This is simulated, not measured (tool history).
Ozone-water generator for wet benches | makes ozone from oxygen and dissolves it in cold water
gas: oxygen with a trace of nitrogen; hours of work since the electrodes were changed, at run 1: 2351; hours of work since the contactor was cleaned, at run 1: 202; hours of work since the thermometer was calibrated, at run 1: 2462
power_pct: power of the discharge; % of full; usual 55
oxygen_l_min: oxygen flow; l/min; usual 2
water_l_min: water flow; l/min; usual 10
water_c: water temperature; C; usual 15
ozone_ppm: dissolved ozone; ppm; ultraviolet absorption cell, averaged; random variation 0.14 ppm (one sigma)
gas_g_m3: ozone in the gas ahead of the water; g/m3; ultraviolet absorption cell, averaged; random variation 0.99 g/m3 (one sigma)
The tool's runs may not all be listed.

run    hour  power_pct  oxygen_l_min  water_l_min  water_c  hours of work since the electrodes were changed  hours of work since the contactor was cleaned  hours of work since the thermometer was calibrated  ozone_ppm  gas_g_m3
  1       0         55             2           10       15                                             2351                                            202                                                2462       14.9     168.3
  2      45         55             2           10       15                                             2389                                            240                                                2500         15     167.1
  3    82.2         55             2            8       15                                             2420                                            272                                                2532       18.1     165.9
  4   137.2         55             2           10       15                                             2467                                            318                                                2578         15     166.5
  5     172         55             2           10       15                                             2496                                            348                                                2608       15.2     165.7
  6   211.7         55             2           15       15                                             2530                                            381                                                2642        9.9     164.9
  7   285.8         55             2           10       15                                             2593                                            444                                                2704       14.8     167.2
  8   351.2         50             2           10       15                                             2648                                            499                                                2760       13.7     156.1
  9   421.5         50             2           10       15                                             2708                                            559                                                2819         14     153.5
 10   488.5         50             2           10       15                                             2764                                            616                                                2876         14     152.6
 11   530.5         50             2           10        9                                             2800                                            651                                                2912         15     153.4
 12     608         66             2           10       15                                             2865                                            717                                                2977       17.1     191.9
 13   654.4         66             2           10       15                                             2905                                            756                                                3016       17.4     192.7
 14   717.2         66          1.55           10       15                                             2958                                            809                                                3070       16.4     215.1
 15   774.3         55             2           10       15                                             3006                                            858                                                3118       14.9     165.9
 16   831.1         55             2           10       15                                             3054                                            906                                                3166       14.9     168.2
 17   894.8         89             2            7       15                                             3108                                            960                                                3220       30.1     246.5
 18   965.8         81             2           11       15                                             3168                                           1020                                                3280       18.5     226.6
 19    1004         81             2           11       15                                             3201                                           1052                                                3313       18.6     225.8
 20  1071.8         81             2           11       15                                             3258                                           1110                                                3370       18.6     228.2
 21  1151.4         81          1.97           15       19                                             3326                                           1177                                                3437       13.1     227.1
 22  1230.1         61          1.97           11       14                                             3392                                           1244                                                3504       14.9     180.9
     1238.6  -- contactor cleaned
 23  1279.3         61          1.97           11       14                                             3431                                             34                                                3542       14.7     179.6
 24  1356.5         61          1.97           11       14                                             3496                                            100                                                3608       14.7     180.7
     1401.1  -- contactor cleaned, once more
 25  1413.6         61          1.97           11       14                                             3541                                             11                                                3653       14.9     180.5
 26  1493.4         82          1.97            6       14                                             3609                                             78                                                3720       31.9     226.6
 27  1551.9         43             2           14       15                                             3658                                            128                                                3770          9     134.8
 28  1592.2         55          1.03           10       11                                             3692                                            162                                                3804       12.8     219.4
 29  1637.8         81          1.03           15       11                                             3731                                            200                                                3843       10.9     299.3
 30    1675         60          1.08            7       22                                             3762                                            232                                                3874       17.6     230.5
 31    1714         55          1.97           10        9                                             3795                                            265                                                3907       15.9       166
 32  1761.4         67          1.17           10       20                                             3836                                            305                                                3947       14.6     243.1

Some steps in ozone_ppm between neighbouring runs. How much of each would the tool show without its hidden state too (settings, what came in, random variation), and how much is left for the hidden state, with any gauge scatter that isn't in both results?
The hidden state here: yield of the discharge, % of new electrodes'; contactor's efficiency, % of a clean one's; true water temperature over the reading, C; drift of the gauge itself on ozone_ppm, %; drift of the gauge itself on gas_g_m3, %.
Run 16 -> 17: power_pct 55 -> 89, water_l_min 10 -> 7. ozone_ppm +15.2 ppm: hidden state -1, all else +16.2.
Run 25 -> 26: power_pct 61 -> 82, water_l_min 11 -> 6. ozone_ppm +17 ppm: hidden state -1.1, all else +18.1.
Run 26 -> 27: power_pct 82 -> 43, oxygen_l_min 1.97 -> 2, water_l_min 6 -> 14, water_c 14 -> 15. ozone_ppm -22.9 ppm: hidden state +1.5, all else -24.4.
